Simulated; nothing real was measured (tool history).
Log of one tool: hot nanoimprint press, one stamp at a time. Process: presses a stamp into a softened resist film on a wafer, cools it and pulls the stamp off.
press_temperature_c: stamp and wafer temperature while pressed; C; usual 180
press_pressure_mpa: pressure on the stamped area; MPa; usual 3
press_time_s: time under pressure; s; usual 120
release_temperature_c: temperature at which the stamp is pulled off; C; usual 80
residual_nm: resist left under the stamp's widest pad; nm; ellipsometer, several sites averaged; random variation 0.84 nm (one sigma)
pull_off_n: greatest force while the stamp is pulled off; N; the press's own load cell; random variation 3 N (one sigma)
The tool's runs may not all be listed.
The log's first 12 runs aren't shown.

{"run": 13, "day": 18.758, "press_temperature_c": 174, "press_pressure_mpa": 3, "press_time_s": 120, "release_temperature_c": 80, "residual_nm": 213.1, "pull_off_n": 144}
{"day": 19.658, "done": "plate thermocouple calibrated"}
{"run": 14, "day": 20.008, "press_temperature_c": 174, "press_pressure_mpa": 3, "press_time_s": 120, "release_temperature_c": 80, "residual_nm": 212.4, "pull_off_n": 148}
{"run": 15, "day": 21.558, "press_temperature_c": 174, "press_pressure_mpa": 3, "press_time_s": 120, "release_temperature_c": 80, "residual_nm": 211.6, "pull_off_n": 141}
{"run": 16, "day": 23.454, "press_temperature_c": 184, "press_pressure_mpa": 3.09, "press_time_s": 120, "release_temperature_c": 87, "residual_nm": 138.2, "pull_off_n": 140}
{"run": 17, "day": 25.179, "press_temperature_c": 180, "press_pressure_mpa": 3, "press_time_s": 191, "release_temperature_c": 80, "residual_nm": 135.7, "pull_off_n": 147}
{"run": 18, "day": 26.412, "press_temperature_c": 180, "press_pressure_mpa": 3, "press_time_s": 191, "release_temperature_c": 80, "residual_nm": 137.7, "pull_off_n": 144}
{"run": 19, "day": 27.438, "press_temperature_c": 189, "press_pressure_mpa": 2.17, "press_time_s": 109, "release_temperature_c": 80, "residual_nm": 133.9, "pull_off_n": 144}
{"run": 20, "day": 28.642, "press_temperature_c": 189, "press_pressure_mpa": 2.17, "press_time_s": 109, "release_temperature_c": 80, "residual_nm": 133.4, "pull_off_n": 143}
{"run": 21, "day": 29.862, "press_temperature_c": 173, "press_pressure_mpa": 1.8, "press_time_s": 85, "release_temperature_c": 80, "residual_nm": 272.6, "pull_off_n": 139}
{"run": 22, "day": 31.038, "press_temperature_c": 173, "press_pressure_mpa": 1.8, "press_time_s": 85, "release_temperature_c": 80, "residual_nm": 269.4, "pull_off_n": 144}
{"run": 23, "day": 32.417, "press_temperature_c": 174, "press_pressure_mpa": 3.21, "press_time_s": 83, "release_temperature_c": 72, "residual_nm": 230.3, "pull_off_n": 159}
{"run": 24, "day": 33.488, "press_temperature_c": 174, "press_pressure_mpa": 3.21, "press_time_s": 83, "release_temperature_c": 72, "residual_nm": 230, "pull_off_n": 158}
{"run": 25, "day": 35.504, "press_temperature_c": 169, "press_pressure_mpa": 2.09, "press_time_s": 120, "release_temperature_c": 80, "residual_nm": 271.4, "pull_off_n": 152}
{"run": 26, "day": 36.646, "press_temperature_c": 169, "press_pressure_mpa": 2.09, "press_time_s": 120, "release_temperature_c": 80, "residual_nm": 272.6, "pull_off_n": 144}
{"run": 27, "day": 37.775, "press_temperature_c": 178, "press_pressure_mpa": 3, "press_time_s": 65, "release_temperature_c": 80, "residual_nm": 218.6, "pull_off_n": 144}
{"run": 28, "day": 38.758, "press_temperature_c": 173, "press_pressure_mpa": 2.11, "press_time_s": 176, "release_temperature_c": 80, "residual_nm": 218.4, "pull_off_n": 144}
{"run": 29, "day": 39.654, "press_temperature_c": 190, "press_pressure_mpa": 3, "press_time_s": 196, "release_temperature_c": 80, "residual_nm": 84.2, "pull_off_n": 146}
{"run": 30, "day": 41.667, "press_temperature_c": 190, "press_pressure_mpa": 3, "press_time_s": 196, "release_temperature_c": 80, "residual_nm": 84.1, "pull_off_n": 145}

Forecast each of these 3 alternatives for the next run:
{"run": "A", "day": 42.675, "press_temperature_c": 190, "press_pressure_mpa": 3, "press_time_s": 92, "release_temperature_c": 80, "residual_nm": "?", "pull_off_n": "?"}
{"run": "B", "day": 42.675, "press_temperature_c": 180, "press_pressure_mpa": 4.15, "press_time_s": 120, "release_temperature_c": 80, "residual_nm": "?", "pull_off_n": "?"}
{"run": "C", "day": 42.675, "press_temperature_c": 190, "press_pressure_mpa": 2.55, "press_time_s": 196, "release_temperature_c": 81, "residual_nm": "?", "pull_off_n": "?"}

run=A residual_nm=119.1 pull_off_n=144
run=B residual_nm=142.4 pull_off_n=142
run=C residual_nm=91 pull_off_n=149
Without the tool's hidden state the same runs would have given:
run=A residual_nm=121.6 pull_off_n=142
run=B residual_nm=145.4 pull_off_n=141
run=C residual_nm=92.9 pull_off_n=147

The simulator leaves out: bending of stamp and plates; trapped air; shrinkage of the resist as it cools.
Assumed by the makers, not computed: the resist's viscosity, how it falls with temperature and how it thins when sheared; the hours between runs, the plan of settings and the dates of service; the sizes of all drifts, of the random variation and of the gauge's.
